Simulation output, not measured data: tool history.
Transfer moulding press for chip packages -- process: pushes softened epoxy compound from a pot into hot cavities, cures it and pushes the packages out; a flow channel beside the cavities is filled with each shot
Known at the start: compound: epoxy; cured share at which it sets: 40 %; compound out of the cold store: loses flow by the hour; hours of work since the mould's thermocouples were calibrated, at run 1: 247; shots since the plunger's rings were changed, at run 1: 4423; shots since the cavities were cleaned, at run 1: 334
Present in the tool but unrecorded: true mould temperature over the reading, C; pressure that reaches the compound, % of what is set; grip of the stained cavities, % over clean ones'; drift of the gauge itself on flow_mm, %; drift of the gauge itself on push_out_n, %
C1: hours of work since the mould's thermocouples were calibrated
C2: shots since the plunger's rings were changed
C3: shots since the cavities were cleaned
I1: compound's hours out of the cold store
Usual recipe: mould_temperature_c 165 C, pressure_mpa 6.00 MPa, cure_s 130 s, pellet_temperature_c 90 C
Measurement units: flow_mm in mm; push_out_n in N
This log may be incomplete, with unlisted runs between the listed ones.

run 1 hour=0.0 | mould_temperature_c=165 pressure_mpa=6.00 cure_s=130 pellet_temperature_c=90 | C1=247 C2=4423 C3=334 | I1=40.5 | flow_mm=743 push_out_n=335
run 2 hour=9.8 | mould_temperature_c=165 pressure_mpa=6.00 cure_s=130 pellet_temperature_c=90 | C1=254 C2=4515 C3=426 | I1=14.9 | flow_mm=838 push_out_n=346
run 3 hour=20.3 | mould_temperature_c=165 pressure_mpa=6.00 cure_s=130 pellet_temperature_c=90 | C1=261 C2=4614 C3=525 | I1=29.2 | flow_mm=779 push_out_n=370
run 4 hour=30.0 | mould_temperature_c=165 pressure_mpa=6.00 cure_s=130 pellet_temperature_c=90 | C1=267 C2=4704 C3=615 | I1=32.4 | flow_mm=768 push_out_n=355
-- hour=34.8 cavities cleaned with cleaning compound and waxed
run 5 hour=42.0 | mould_temperature_c=165 pressure_mpa=6.00 cure_s=130 pellet_temperature_c=90 | C1=274 C2=4803 C3=68 | I1=10.3 | flow_mm=853 push_out_n=307
run 6 hour=50.1 | mould_temperature_c=165 pressure_mpa=6.00 cure_s=130 pellet_temperature_c=90 | C1=280 C2=4879 C3=144 | I1=16.0 | flow_mm=826 push_out_n=312
run 7 hour=59.3 | mould_temperature_c=165 pressure_mpa=6.00 cure_s=130 pellet_temperature_c=90 | C1=286 C2=4966 C3=231 | I1=18.5 | flow_mm=820 push_out_n=332
run 8 hour=66.9 | mould_temperature_c=165 pressure_mpa=6.00 cure_s=148 pellet_temperature_c=90 | C1=291 C2=5037 C3=302 | I1=16.6 | flow_mm=823 push_out_n=297
run 9 hour=78.3 | mould_temperature_c=165 pressure_mpa=6.00 cure_s=148 pellet_temperature_c=90 | C1=298 C2=5144 C3=409 | I1=26.5 | flow_mm=783 push_out_n=303
run 10 hour=85.4 | mould_temperature_c=165 pressure_mpa=6.00 cure_s=130 pellet_temperature_c=90 | C1=303 C2=5211 C3=476 | I1=43.4 | flow_mm=728 push_out_n=337
run 11 hour=95.5 | mould_temperature_c=171 pressure_mpa=6.00 cure_s=130 pellet_temperature_c=90 | C1=310 C2=5305 C3=570 | I1=23.7 | flow_mm=776 push_out_n=311
run 12 hour=100.5 | mould_temperature_c=165 pressure_mpa=6.00 cure_s=166 pellet_temperature_c=90 | C1=313 C2=5353 C3=618 | I1=36.9 | flow_mm=745 push_out_n=311
-- hour=104.5 cavities cleaned with cleaning compound and waxed
run 13 hour=108.3 | mould_temperature_c=165 pressure_mpa=6.00 cure_s=143 pellet_temperature_c=90 | C1=317 C2=5412 C3=36 | I1=32.6 | flow_mm=762 push_out_n=237
run 14 hour=118.2 | mould_temperature_c=165 pressure_mpa=6.00 cure_s=130 pellet_temperature_c=90 | C1=324 C2=5505 C3=129 | I1=13.6 | flow_mm=834 push_out_n=300
-- hour=121.3 mould's thermocouples calibrated
run 15 hour=128.4 | mould_temperature_c=165 pressure_mpa=6.00 cure_s=130 pellet_temperature_c=90 | C1=5 C2=5582 C3=206 | I1=26.1 | flow_mm=785 push_out_n=336
run 16 hour=139.3 | mould_temperature_c=165 pressure_mpa=6.41 cure_s=130 pellet_temperature_c=90 | C1=12 C2=5684 C3=308 | I1=41.8 | flow_mm=755 push_out_n=332
run 17 hour=150.2 | mould_temperature_c=165 pressure_mpa=6.41 cure_s=130 pellet_temperature_c=90 | C1=19 C2=5787 C3=411 | I1=32.2 | flow_mm=788 push_out_n=352
run 18 hour=161.3 | mould_temperature_c=165 pressure_mpa=6.41 cure_s=130 pellet_temperature_c=90 | C1=27 C2=5891 C3=515 | I1=32.0 | flow_mm=787 push_out_n=375
-- hour=172.2 mould's thermocouples calibrated, once more
run 19 hour=172.9 | mould_temperature_c=165 pressure_mpa=6.41 cure_s=130 pellet_temperature_c=90 | C1=0 C2=5980 C3=604 | I1=35.8 | flow_mm=771 push_out_n=363
-- hour=178.1 cavities cleaned with cleaning compound and waxed
run 20 hour=179.2 | mould_temperature_c=165 pressure_mpa=6.41 cure_s=130 pellet_temperature_c=85 | C1=4 C2=6026 C3=10 | I1=32.7 | flow_mm=780 push_out_n=278
run 21 hour=184.3 | mould_temperature_c=165 pressure_mpa=6.41 cure_s=130 pellet_temperature_c=85 | C1=7 C2=6074 C3=58 | I1=38.3 | flow_mm=759 push_out_n=297
run 22 hour=189.5 | mould_temperature_c=165 pressure_mpa=6.41 cure_s=130 pellet_temperature_c=85 | C1=10 C2=6122 C3=106 | I1=43.3 | flow_mm=744 push_out_n=288
run 23 hour=197.5 | mould_temperature_c=167 pressure_mpa=6.39 cure_s=130 pellet_temperature_c=90 | C1=16 C2=6198 C3=182 | I1=11.8 | flow_mm=854 push_out_n=302
run 24 hour=208.6 | mould_temperature_c=158 pressure_mpa=6.60 cure_s=130 pellet_temperature_c=97 | C1=23 C2=6302 C3=286 | I1=19.3 | flow_mm=869 push_out_n=502
run 25 hour=214.2 | mould_temperature_c=159 pressure_mpa=5.78 cure_s=143 pellet_temperature_c=98 | C1=27 C2=6354 C3=338 | I1=45.0 | flow_mm=713 push_out_n=397
run 26 hour=222.5 | mould_temperature_c=168 pressure_mpa=6.00 cure_s=130 pellet_temperature_c=90 | C1=32 C2=6432 C3=416 | I1=8.1 | flow_mm=836 push_out_n=332
run 27 hour=234.1 | mould_temperature_c=157 pressure_mpa=6.14 cure_s=116 pellet_temperature_c=86 | C1=40 C2=6542 C3=526 | I1=24.4 | flow_mm=819 push_out_n=773
run 28 hour=244.5 | mould_temperature_c=157 pressure_mpa=6.14 cure_s=138 pellet_temperature_c=86 | C1=47 C2=6639 C3=623 | I1=9.3 | flow_mm=882 push_out_n=604

What differs in the tool's unlogged condition from the final listed run ahead of each entry between runs to the first listed run following it?
After run 4, before run 5: cavities cleaned with cleaning compound and waxed (hour 34.8)
  true mould temperature over the reading, C: -0.53 -> -0.55; pressure that reaches the compound, % of what is set: 90.94 -> 90.75; grip of the stained cavities, % over clean ones': 40.8 -> 8.6
  measured value less the no-hidden-state value, flow_mm: -35 -> -40 mm; push_out_n: +110 -> +33 N
After run 12, before run 13: cavities cleaned with cleaning compound and waxed (hour 104.5)
  true mould temperature over the reading, C: -0.64 -> -0.65; pressure that reaches the compound, % of what is set: 89.7 -> 89.58; grip of the stained cavities, % over clean ones': 40.8 -> 4
  measured value less the no-hidden-state value, flow_mm: -39 -> -41 mm; push_out_n: +93 -> +13 N
After run 14, before run 15: mould's thermocouples calibrated (hour 121.3)
  true mould temperature over the reading, C: -0.67 -> -1.13; pressure that reaches the compound, % of what is set: 89.41 -> 89.27; grip of the stained cavities, % over clean ones': 11.8 -> 17.6
  measured value less the no-hidden-state value, flow_mm: -45 -> -42 mm; push_out_n: +41 -> +65 N
After run 18, before run 19: mould's thermocouples calibrated, once more (hour 172.2)
  true mould temperature over the reading, C: -1.19 -> -0.31; pressure that reaches the compound, % of what is set: 88.7 -> 88.54; grip of the stained cavities, % over clean ones': 35.2 -> 39.2
  measured value less the no-hidden-state value, flow_mm: -45 -> -47 mm; push_out_n: +112 -> +106 N
After run 19, before run 20: cavities cleaned with cleaning compound and waxed (hour 178.1)
  true mould temperature over the reading, C: -0.31 -> -0.32; pressure that reaches the compound, % of what is set: 88.54 -> 88.45; grip of the stained cavities, % over clean ones': 39.2 -> 5.3
  measured value less the no-hidden-state value, flow_mm: -47 -> -48 mm; push_out_n: +106 -> +18 N
